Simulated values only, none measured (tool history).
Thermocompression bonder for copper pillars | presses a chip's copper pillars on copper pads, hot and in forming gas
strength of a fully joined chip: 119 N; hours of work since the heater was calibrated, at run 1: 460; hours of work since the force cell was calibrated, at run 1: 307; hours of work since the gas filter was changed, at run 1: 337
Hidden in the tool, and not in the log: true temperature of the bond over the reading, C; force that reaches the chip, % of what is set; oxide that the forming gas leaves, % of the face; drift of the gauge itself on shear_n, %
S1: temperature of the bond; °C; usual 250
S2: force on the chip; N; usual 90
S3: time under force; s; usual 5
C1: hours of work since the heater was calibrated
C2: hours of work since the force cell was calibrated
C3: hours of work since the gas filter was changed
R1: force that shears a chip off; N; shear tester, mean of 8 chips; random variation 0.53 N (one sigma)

run,hour,S1,S2,S3,C1,C2,C3,R1
1,0.0,250,90,5,460,307,337,82.2
2,7.1,250,90,5,466,312,343,82.4
3,22.7,250,90,5,477,323,354,81.8
# hour 28.6: forming gas filter changed
4,31.5,250,90,5,483,329,2,87.9
5,47.2,250,90,3,495,341,14,76.8
6,56.9,250,94,5,502,348,21,89.4
7,69.0,277,90,5,511,357,30,102.1
8,81.6,266,90,5,520,366,39,97.6
9,91.2,266,90,7,527,373,46,103.1
10,97.6,266,90,7,532,378,51,102.1
11,112.6,266,90,7,543,389,62,101.5
12,120.4,250,90,5,549,395,67,86.6
13,127.9,250,90,5,554,400,73,86.2
14,141.9,250,90,4,564,410,83,83.2
15,155.4,250,90,5,574,420,93,86.5
16,170.7,234,90,5,585,432,104,74.9
17,181.0,234,90,5,593,439,112,74.7
18,188.7,253,90,5,599,445,118,88.5
19,196.5,222,93,5,604,451,123,66.1
20,210.6,222,93,5,615,461,134,66.1
21,222.3,277,118,6,623,469,142,109.0
22,232.9,232,73,15,631,477,150,87.2
23,246.0,253,73,15,641,487,160,100.4
24,253.0,224,73,12,646,492,165,77.4
25,268.1,243,63,7,657,503,176,74.8
26,277.9,251,63,7,664,510,183,81.0
27,286.0,271,90,5,670,516,189,97.4
28,297.5,271,90,5,679,525,198,97.7
29,306.6,271,90,5,685,531,204,97.5
30,318.9,271,96,4,694,540,213,96.3
31,329.3,271,96,4,702,548,221,96.9
32,335.8,237,96,4,707,553,226,74.2
33,347.9,237,96,4,716,562,235,73.5
34,363.2,250,67,3,727,573,246,62.9

The next listed run, before its measurement:
35,370.2,250,67,3,732,578,251,?

R1: 63.5 N
Without the tool's hidden state the same run would have given R1 61.1 N.

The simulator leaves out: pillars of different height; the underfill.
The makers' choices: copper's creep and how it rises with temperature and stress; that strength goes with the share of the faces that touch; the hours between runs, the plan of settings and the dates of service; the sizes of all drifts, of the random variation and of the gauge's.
